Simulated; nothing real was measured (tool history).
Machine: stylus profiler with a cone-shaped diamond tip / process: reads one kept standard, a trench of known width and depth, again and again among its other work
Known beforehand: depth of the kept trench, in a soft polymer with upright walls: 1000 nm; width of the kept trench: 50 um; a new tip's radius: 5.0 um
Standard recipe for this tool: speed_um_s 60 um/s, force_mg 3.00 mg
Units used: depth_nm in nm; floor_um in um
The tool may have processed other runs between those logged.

| run | hour | speed_um_s | force_mg | depth_nm | floor_um |
|---|---|---|---|---|---|
| 1 | 0.0 | 60 | 3.00 | 1007.54 | 42.15 |
| 2 | 75.6 | 60 | 1.26 | 1005.08 | 41.89 |
| 3 | 125.4 | 60 | 3.00 | 1007.71 | 41.92 |
| 4 | 175.8 | 60 | 3.00 | 1008.10 | 41.91 |
| 5 | 222.4 | 16 | 3.00 | 1008.08 | 41.91 |
| 6 | 308.4 | 60 | 3.00 | 1008.34 | 41.65 |
| 7 | 391.6 | 60 | 3.00 | 1008.65 | 41.57 |
| 8 | 472.8 | 60 | 3.00 | 1008.62 | 41.44 |
|  | 479.2 | height scale calibrated on a step standard |
| 9 | 515.1 | 60 | 3.00 | 1009.98 | 41.37 |
| 10 | 607.6 | 36 | 3.00 | 1010.03 | 41.33 |
| 11 | 702.2 | 60 | 3.00 | 1010.73 | 41.02 |
| 12 | 760.1 | 60 | 3.00 | 1010.86 | 41.04 |
| 13 | 848.2 | 19 | 5.09 | 1013.98 | 40.99 |
| 14 | 914.1 | 47 | 5.29 | 1013.84 | 40.77 |
| 15 | 967.5 | 47 | 5.29 | 1013.99 | 40.78 |
|  | 1015.7 | height scale calibrated on a step standard, once more |
| 16 | 1043.0 | 63 | 3.72 | 1007.14 | 40.65 |
| 17 | 1084.9 | 26 | 1.71 | 1004.53 | 40.65 |
| 18 | 1154.4 | 44 | 1.38 | 1004.36 | 40.36 |
| 19 | 1211.6 | 15 | 1.73 | 1004.91 | 40.49 |
| 20 | 1262.3 | 58 | 3.94 | 1007.75 | 40.28 |
| 21 | 1309.6 | 58 | 3.94 | 1008.27 | 40.27 |

Branching from run 21: 3 alternative next runs. What would each branch give?
| A | 1359.8 | 196 | 1.84 | ? | ? |
| B | 1359.8 | 58 | 4.22 | ? | ? |
| C | 1359.8 | 201 | 1.84 | ? | ? |

| run | depth_nm | floor_um |
|---|---|---|
| A | 1005.18 | 39.50 |
| B | 1008.75 | 40.19 |
| C | 1004.92 | 39.53 |
Stripped of hidden state, with their random variation kept, the same runs would have yielded:
| run | depth_nm | floor_um |
|---|---|---|
| A | 1004.81 | 43.19 |
| B | 1008.38 | 43.89 |
| C | 1004.55 | 43.23 |
